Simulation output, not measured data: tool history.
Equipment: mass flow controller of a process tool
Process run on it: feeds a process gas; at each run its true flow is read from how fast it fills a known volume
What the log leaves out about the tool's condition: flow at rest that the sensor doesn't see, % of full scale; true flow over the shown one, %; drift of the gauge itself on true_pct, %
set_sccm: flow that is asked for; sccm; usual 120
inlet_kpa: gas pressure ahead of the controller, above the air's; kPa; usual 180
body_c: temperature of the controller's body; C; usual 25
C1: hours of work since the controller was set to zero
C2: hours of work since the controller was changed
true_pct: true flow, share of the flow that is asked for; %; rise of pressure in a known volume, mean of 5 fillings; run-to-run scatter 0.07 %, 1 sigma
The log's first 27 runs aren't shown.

Run 28, hour 4590.8: usual settings but set_sccm 42 sccm, inlet_kpa 184 kPa, body_c 30 C; C1 263; C2 5335. Result: true_pct 95.3 %.
Run 29, hour 4745.6: usual settings but set_sccm 24 sccm; C1 358; C2 5429. Result: true_pct 94.7 %.
Run 30, hour 4908.7: usual settings but inlet_kpa 173 kPa; C1 457; C2 5528. Result: true_pct 95.88 %.
Run 31, hour 5144.3: usual settings but inlet_kpa 173 kPa; C1 601; C2 5672. Result: true_pct 95.77 %.
Run 32, hour 5249: usual settings but inlet_kpa 149 kPa; C1 664; C2 5736. Result: true_pct 95.95 %.
Run 33, hour 5355.9: usual settings but set_sccm 113 sccm, inlet_kpa 149 kPa, body_c 31 C; C1 729; C2 5801. Result: true_pct 96.51 %.
Run 34, hour 5546.2: usual settings but set_sccm 113 sccm, inlet_kpa 149 kPa, body_c 31 C; C1 845; C2 5917. Result: true_pct 96.57 %.
Run 35, hour 5734.2: usual settings but set_sccm 122 sccm, inlet_kpa 189 kPa, body_c 32 C; C1 960; C2 6031. Result: true_pct 96.34 %.
At hour 5892.4: controller exchanged for a calibrated one.
Run 36, hour 5919.9: usual settings but set_sccm 42 sccm, inlet_kpa 220 kPa, body_c 26 C; C1 17; C2 17. Result: true_pct 97.96 %.
Run 37, hour 6023.2: usual settings but set_sccm 86 sccm, inlet_kpa 220 kPa, body_c 29 C; C1 80; C2 80. Result: true_pct 99.01 %.
Run 38, hour 6151: usual settings but inlet_kpa 172 kPa, body_c 39 C; C1 158; C2 158. Result: true_pct 100.76 %.
Run 39, hour 6345.4: usual settings but inlet_kpa 172 kPa, body_c 39 C; C1 276; C2 276. Result: true_pct 100.69 %.
Run 40, hour 6549.6: usual settings but set_sccm 58 sccm, inlet_kpa 142 kPa, body_c 34 C; C1 400; C2 400. Result: true_pct 99.45 %.
Run 41, hour 6717.2: usual settings but set_sccm 58 sccm, inlet_kpa 194 kPa, body_c 34 C; C1 503; C2 503. Result: true_pct 99.05 %.
Run 42, hour 6945.2: usual settings but set_sccm 58 sccm, inlet_kpa 194 kPa, body_c 34 C; C1 641; C2 641. Result: true_pct 99.09 %.
Run 43, hour 7109.4: usual settings but set_sccm 122 sccm, inlet_kpa 166 kPa, body_c 34 C; C1 742; C2 742. Result: true_pct 100.14 %.
Run 44, hour 7321: usual settings but set_sccm 196 sccm, inlet_kpa 226 kPa; C1 871; C2 871. Result: true_pct 99.6 %.
Run 45, hour 7466.8: usual settings but set_sccm 42 sccm; C1 959; C2 959. Result: true_pct 98.01 %.
Run 46, hour 7596: usual settings but set_sccm 42 sccm; C1 1038; C2 1038. Result: true_pct 98.04 %.
Run 47, hour 7806.2: usual settings but set_sccm 23 sccm, inlet_kpa 196 kPa, body_c 31 C; C1 1166; C2 1166. Result: true_pct 98.77 %.
Run 48, hour 7927.2: usual settings but set_sccm 48 sccm, inlet_kpa 275 kPa, body_c 36 C; C1 1240; C2 1240. Result: true_pct 98.58 %.

4 options for the next run, each taken on its own from the tool as it stands now. Forecast them:
Run A, hour 8117.8: usual settings but set_sccm 22 sccm, inlet_kpa 270 kPa, body_c 29 C; C1 1356; C2 1356. Result: true_pct ?.
Run B, hour 8117.8: usual settings but set_sccm 48 sccm, inlet_kpa 164 kPa; C1 1356; C2 1356. Result: true_pct ?.
Run C, hour 8117.8: usual settings but set_sccm 48 sccm, inlet_kpa 160 kPa, body_c 36 C; C1 1356; C2 1356. Result: true_pct ?.
Run D, hour 8117.8: usual settings but set_sccm 94 sccm, inlet_kpa 275 kPa, body_c 36 C; C1 1356; C2 1356. Result: true_pct ?.

run  true_pct
  A     98.17
  B     98.16
  C      99.4
  D     98.78
Without the tool's hidden state the same runs would have given:
run  true_pct
  A     97.22
  B     97.94
  C     99.18
  D     98.87
